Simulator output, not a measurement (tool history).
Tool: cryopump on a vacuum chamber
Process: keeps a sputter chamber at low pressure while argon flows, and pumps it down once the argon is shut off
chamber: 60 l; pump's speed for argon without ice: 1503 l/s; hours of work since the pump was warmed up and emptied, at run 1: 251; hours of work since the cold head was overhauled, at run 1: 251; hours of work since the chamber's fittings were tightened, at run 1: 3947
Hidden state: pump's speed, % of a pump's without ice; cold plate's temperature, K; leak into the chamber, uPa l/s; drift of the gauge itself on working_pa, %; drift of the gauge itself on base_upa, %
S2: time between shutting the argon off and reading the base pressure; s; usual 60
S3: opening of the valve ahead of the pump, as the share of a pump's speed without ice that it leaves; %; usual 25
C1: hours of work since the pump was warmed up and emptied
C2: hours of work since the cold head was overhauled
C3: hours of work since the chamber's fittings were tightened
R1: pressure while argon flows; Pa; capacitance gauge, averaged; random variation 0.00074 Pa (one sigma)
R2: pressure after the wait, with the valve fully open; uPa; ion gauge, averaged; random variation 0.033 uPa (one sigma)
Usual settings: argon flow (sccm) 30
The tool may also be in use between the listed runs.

Run 1, hour 0.0: usual settings; C1 251; C2 251; C3 3947. Result: R1 0.1384 Pa, R2 2.88 uPa.
Run 2, hour 17.9: usual settings; C1 263; C2 263; C3 3959. Result: R1 0.1386 Pa, R2 2.79 uPa.
Run 3, hour 29.7: usual settings; C1 271; C2 271; C3 3967. Result: R1 0.1377 Pa, R2 2.83 uPa.
Run 4, hour 54.9: usual settings; C1 288; C2 288; C3 3984. Result: R1 0.1398 Pa, R2 2.87 uPa.
At hour 69.0: leaking fittings of the chamber tightened, without venting.
Run 5, hour 69.6: usual settings; C1 297; C2 297; C3 0. Result: R1 0.1402 Pa, R2 1.74 uPa.
Run 6, hour 92.2: usual settings; C1 312; C2 312; C3 16. Result: R1 0.1397 Pa, R2 1.76 uPa.
Run 7, hour 106.9: usual settings but argon flow (sccm) 17; C1 322; C2 322; C3 26. Result: R1 0.0801 Pa, R2 1.79 uPa.
Run 8, hour 121.6: usual settings but S3 35 %; C1 332; C2 332; C3 36. Result: R1 0.1007 Pa, R2 1.76 uPa.
Run 9, hour 135.7: usual settings but S3 35 %; C1 342; C2 342; C3 45. Result: R1 0.1022 Pa, R2 1.76 uPa.
Run 10, hour 156.5: usual settings but S3 35 %; C1 356; C2 356; C3 59. Result: R1 0.1021 Pa, R2 1.70 uPa.
Run 11, hour 177.6: usual settings but S3 32 %; C1 370; C2 370; C3 74. Result: R1 0.1111 Pa, R2 1.78 uPa.
Run 12, hour 196.7: usual settings but S3 32 %; C1 383; C2 383; C3 86. Result: R1 0.1116 Pa, R2 1.82 uPa.
Run 13, hour 211.5: usual settings but S3 32 %; C1 393; C2 393; C3 96. Result: R1 0.1110 Pa, R2 1.84 uPa.
Run 14, hour 231.9: usual settings but S2 24 s, S3 32 %; C1 407; C2 407; C3 110. Result: R1 0.1132 Pa, R2 4.14 uPa.
Run 15, hour 250.2: usual settings but argon flow (sccm) 50, S3 31 %; C1 419; C2 419; C3 123. Result: R1 0.1918 Pa, R2 1.84 uPa.
Run 16, hour 273.9: usual settings but argon flow (sccm) 19, S3 41 %; C1 435; C2 435; C3 139. Result: R1 0.0571 Pa, R2 1.83 uPa.
Run 17, hour 297.8: usual settings but argon flow (sccm) 13, S3 40 %; C1 451; C2 451; C3 155. Result: R1 0.0398 Pa, R2 1.87 uPa.
Run 18, hour 320.3: usual settings but argon flow (sccm) 21, S2 37 s, S3 47 %; C1 467; C2 467; C3 170. Result: R1 0.0556 Pa, R2 2.62 uPa.
Run 19, hour 337.3: usual settings but argon flow (sccm) 21, S2 37 s, S3 47 %; C1 478; C2 478; C3 182. Result: R1 0.0553 Pa, R2 2.74 uPa.
Run 20, hour 348.3: usual settings but argon flow (sccm) 14, S3 36 %; C1 486; C2 486; C3 189. Result: R1 0.0468 Pa, R2 1.86 uPa.
Run 21, hour 362.8: usual settings but argon flow (sccm) 13; C1 495; C2 495; C3 199. Result: R1 0.0622 Pa, R2 1.89 uPa.
Run 22, hour 379.6: usual settings but S3 34 %; C1 507; C2 507; C3 210. Result: R1 0.1078 Pa, R2 1.82 uPa.
Run 23, hour 395.3: usual settings but argon flow (sccm) 14, S2 26 s, S3 38 %; C1 517; C2 517; C3 221. Result: R1 0.0449 Pa, R2 3.88 uPa.
Run 24, hour 412.5: usual settings but argon flow (sccm) 43, S2 143 s, S3 39 %; C1 529; C2 529; C3 232. Result: R1 0.1366 Pa, R2 1.01 uPa.
Run 25, hour 428.9: usual settings but argon flow (sccm) 13, S2 247 s, S3 39 %; C1 540; C2 540; C3 244. Result: R1 0.0408 Pa, R2 0.75 uPa.

Hidden state or all else? Some run-to-run changes of R1, split into what the settings, what came in and random variation would give without the hidden state, and what is left for the hidden state (with any gauge scatter that isn't in both results):
Run 15 -> 16: argon flow (sccm) 50 -> 19, S3 31 -> 41. R1 -0.1347 Pa: hidden state -0.0066, all else -0.1281.
Run 23 -> 24: argon flow (sccm) 14 -> 43, S2 26 -> 143, S3 38 -> 39. R1 +0.0917 Pa: hidden state +0.0083, all else +0.0834.
Run 24 -> 25: argon flow (sccm) 43 -> 13, S2 143 -> 247. R1 -0.0958 Pa: hidden state -0.0084, all else -0.0874.
